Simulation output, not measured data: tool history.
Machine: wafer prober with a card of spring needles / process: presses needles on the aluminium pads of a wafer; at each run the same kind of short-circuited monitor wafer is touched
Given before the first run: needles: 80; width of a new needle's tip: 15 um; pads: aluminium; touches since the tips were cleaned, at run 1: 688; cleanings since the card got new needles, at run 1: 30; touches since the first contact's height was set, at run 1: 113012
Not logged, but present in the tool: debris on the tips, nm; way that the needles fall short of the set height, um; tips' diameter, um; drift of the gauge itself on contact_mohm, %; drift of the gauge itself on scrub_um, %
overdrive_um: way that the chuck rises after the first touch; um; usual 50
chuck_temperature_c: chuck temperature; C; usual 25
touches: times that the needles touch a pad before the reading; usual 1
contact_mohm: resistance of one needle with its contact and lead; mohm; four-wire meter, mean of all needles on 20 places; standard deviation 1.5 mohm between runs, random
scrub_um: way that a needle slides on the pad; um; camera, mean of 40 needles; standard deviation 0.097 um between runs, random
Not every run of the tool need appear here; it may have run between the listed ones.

| run | hour | overdrive_um | chuck_temperature_c | touches | touches since the tips were cleaned | cleanings since the card got new needles | touches since the first contact's height was set | contact_mohm | scrub_um |
|---|---|---|---|---|---|---|---|---|---|
| 1 | 0 | 50 | 25 | 1 | 688 | 30 | 113012 | 144 | 13.4 |
|  | 10.7 | tips cleaned on abrasive film |
| 2 | 11.1 | 50 | 25 | 1 | 98 | 31 | 115811 | 141 | 13.16 |
| 3 | 20.8 | 50 | 43 | 1 | 2571 | 31 | 118284 | 149 | 13.27 |
|  | 24 | tips cleaned on abrasive film |
| 4 | 29.9 | 50 | 43 | 1 | 1483 | 32 | 120553 | 148 | 13.08 |
|  | 37 | tips cleaned on abrasive film |
| 5 | 37 | 50 | 25 | 1 | 0 | 33 | 122334 | 144 | 13.32 |
| 6 | 43.8 | 50 | 25 | 1 | 1738 | 33 | 124072 | 146 | 13.29 |
|  | 50.2 | tips cleaned on abrasive film |
| 7 | 54.6 | 50 | 25 | 1 | 1125 | 34 | 126793 | 143 | 13.35 |
| 8 | 59.5 | 50 | 25 | 1 | 2374 | 34 | 128042 | 145 | 13.22 |
|  | 63.1 | tips cleaned on abrasive film |
| 9 | 64.3 | 50 | 25 | 1 | 307 | 35 | 129224 | 143 | 13.3 |
| 10 | 74.1 | 50 | 25 | 1 | 2803 | 35 | 131720 | 143 | 13.25 |
|  | 76.4 | tips cleaned on abrasive film |
| 11 | 81.7 | 50 | 25 | 1 | 1338 | 36 | 133616 | 145 | 13.2 |
| 12 | 88.4 | 50 | 54 | 1 | 3041 | 36 | 135319 | 149 | 13.49 |
|  | 89.7 | tips cleaned on abrasive film |
| 13 | 95.5 | 50 | 54 | 1 | 1470 | 37 | 137102 | 151 | 13.32 |
|  | 102.6 | tips cleaned on abrasive film |
| 14 | 105.5 | 50 | 54 | 2 | 728 | 38 | 139623 | 148 | 13.43 |
| 15 | 113.4 | 50 | 54 | 2 | 2750 | 38 | 141645 | 147 | 13.27 |
|  | 115.6 | tips cleaned on abrasive film |
| 16 | 121.2 | 50 | 54 | 2 | 1415 | 39 | 143590 | 150 | 13.2 |
|  | 129.1 | tips cleaned on abrasive film |
| 17 | 130.5 | 50 | 25 | 1 | 341 | 40 | 145926 | 146 | 13.16 |
| 18 | 137.6 | 33 | 25 | 1 | 2149 | 40 | 147734 | 150 | 8.89 |
|  | 142.8 | tips cleaned on abrasive film |
| 19 | 146.6 | 33 | 25 | 1 | 966 | 41 | 149997 | 151 | 8.85 |
| 20 | 151.3 | 33 | 60 | 2 | 2159 | 41 | 151190 | 155 | 8.74 |
|  | 156.5 | tips cleaned on abrasive film |
| 21 | 158.4 | 33 | 60 | 2 | 480 | 42 | 152976 | 155 | 8.84 |
| 22 | 168.4 | 67 | 25 | 1 | 3016 | 42 | 155512 | 145 | 17.58 |
|  | 169.5 | tips cleaned on abrasive film |
| 23 | 178.7 | 67 | 25 | 1 | 2339 | 43 | 158114 | 138 | 17.84 |
|  | 182.9 | tips cleaned on abrasive film |
| 24 | 184.3 | 39 | 74 | 2 | 348 | 44 | 159495 | 155 | 10.2 |
| 25 | 189.1 | 50 | 39 | 1 | 1585 | 44 | 160732 | 148 | 13.15 |
|  | 196 | tips cleaned on abrasive film |
| 26 | 196.4 | 50 | 39 | 1 | 107 | 45 | 162556 | 146 | 13.33 |

Run 27 comes next. What will it give?
| 27 | 201.2 | 50 | 33 | 1 | 1318 | 45 | 163767 | ? | ? |

Run 27 measured contact_mohm 143 mohm, scrub_um 13.37 um.
With no hidden state in the tool, this same run would have given contact_mohm 143 mohm, scrub_um 13.38 um.
